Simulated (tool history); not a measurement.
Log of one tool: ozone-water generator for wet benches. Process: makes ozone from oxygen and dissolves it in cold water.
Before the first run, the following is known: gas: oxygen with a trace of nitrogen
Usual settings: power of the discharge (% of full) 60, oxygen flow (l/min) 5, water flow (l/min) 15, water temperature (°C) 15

run,hour,power of the discharge (% of full),oxygen flow (l/min),water flow (l/min),water temperature (°C),dissolved ozone (ppm),ozone in the gas ahead of the water (g/m3)
1,0.0,60,5,15,15,21.9,192.5
2,56.8,60,5,10,15,29.7,193.8
3,133.7,60,5,18,15,18.3,192.6
4,207.2,60,5,13,15,24.3,192.3
# hour 220.0: contactor cleaned
5,301.9,60,5,15,15,21.6,192.2
6,385.2,60,5,15,15,21.8,191.5
7,434.6,51,5,15,13,19.6,171.2
8,549.7,51,5,15,13,19.8,169.9

Estimate the outcome of run 9 from the log above:
9,629.6,52,5,15,15,?,?

{"run 9": {"dissolved ozone (ppm)": 19.5, "ozone in the gas ahead of the water (g/m3)": 172.9}}
Had the tool carried no hidden state, the very same run would have given dissolved ozone (ppm) 22.1, ozone in the gas ahead of the water (g/m3) 185.4.
